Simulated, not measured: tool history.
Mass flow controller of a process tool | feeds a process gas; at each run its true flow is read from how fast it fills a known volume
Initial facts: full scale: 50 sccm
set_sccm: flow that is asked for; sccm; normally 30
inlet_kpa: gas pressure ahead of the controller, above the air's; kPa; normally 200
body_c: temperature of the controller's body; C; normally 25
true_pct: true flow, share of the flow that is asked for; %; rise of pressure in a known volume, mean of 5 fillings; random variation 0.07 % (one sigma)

{"run": 1, "hour": 0.0, "set_sccm": 30, "inlet_kpa": 200, "body_c": 25, "true_pct": 98.86}
{"run": 2, "hour": 227.5, "set_sccm": 30, "inlet_kpa": 200, "body_c": 25, "true_pct": 98.74}
{"run": 3, "hour": 517.6, "set_sccm": 30, "inlet_kpa": 200, "body_c": 25, "true_pct": 98.8}
{"run": 4, "hour": 784.3, "set_sccm": 30, "inlet_kpa": 200, "body_c": 25, "true_pct": 98.74}
{"run": 5, "hour": 1045.9, "set_sccm": 30, "inlet_kpa": 200, "body_c": 25, "true_pct": 98.76}
{"run": 6, "hour": 1432.3, "set_sccm": 30, "inlet_kpa": 200, "body_c": 25, "true_pct": 98.74}
{"run": 7, "hour": 1710.0, "set_sccm": 30, "inlet_kpa": 180, "body_c": 25, "true_pct": 98.51}
{"run": 8, "hour": 2083.7, "set_sccm": 30, "inlet_kpa": 180, "body_c": 25, "true_pct": 98.56}
{"run": 9, "hour": 2460.8, "set_sccm": 21, "inlet_kpa": 230, "body_c": 29, "true_pct": 98.14}
{"run": 10, "hour": 2695.5, "set_sccm": 21, "inlet_kpa": 203, "body_c": 29, "true_pct": 97.95}
{"run": 11, "hour": 3151.6, "set_sccm": 30, "inlet_kpa": 190, "body_c": 24, "true_pct": 98.76}
{"hour": 3379.8, "done": "controller's zero set anew"}
{"run": 12, "hour": 3571.4, "set_sccm": 30, "inlet_kpa": 190, "body_c": 24, "true_pct": 98.89}
{"run": 13, "hour": 3948.2, "set_sccm": 13, "inlet_kpa": 214, "body_c": 21, "true_pct": 98.23}
{"run": 14, "hour": 4292.5, "set_sccm": 12, "inlet_kpa": 202, "body_c": 34, "true_pct": 96.97}
{"run": 15, "hour": 4673.9, "set_sccm": 12, "inlet_kpa": 202, "body_c": 34, "true_pct": 96.87}

Each row is a separate what-if for the run after 15, all from the same tool condition, not one after another. Results?
{"run": "A", "hour": 5104.9, "set_sccm": 28, "inlet_kpa": 149, "body_c": 23, "true_pct": "?"}
{"run": "B", "hour": 5104.9, "set_sccm": 26, "inlet_kpa": 243, "body_c": 25, "true_pct": "?"}
{"run": "C", "hour": 5104.9, "set_sccm": 7, "inlet_kpa": 200, "body_c": 25, "true_pct": "?"}
{"run": "D", "hour": 5104.9, "set_sccm": 15, "inlet_kpa": 226, "body_c": 27, "true_pct": "?"}
{"run": "E", "hour": 5104.9, "set_sccm": 12, "inlet_kpa": 194, "body_c": 26, "true_pct": "?"}

run=A true_pct=98.58
run=B true_pct=98.81
run=C true_pct=97.41
run=D true_pct=98.00
run=E true_pct=97.56
What these runs would have given with no unlogged condition in the tool:
run=A true_pct=98.58
run=B true_pct=98.81
run=C true_pct=97.41
run=D true_pct=98.00
run=E true_pct=97.56

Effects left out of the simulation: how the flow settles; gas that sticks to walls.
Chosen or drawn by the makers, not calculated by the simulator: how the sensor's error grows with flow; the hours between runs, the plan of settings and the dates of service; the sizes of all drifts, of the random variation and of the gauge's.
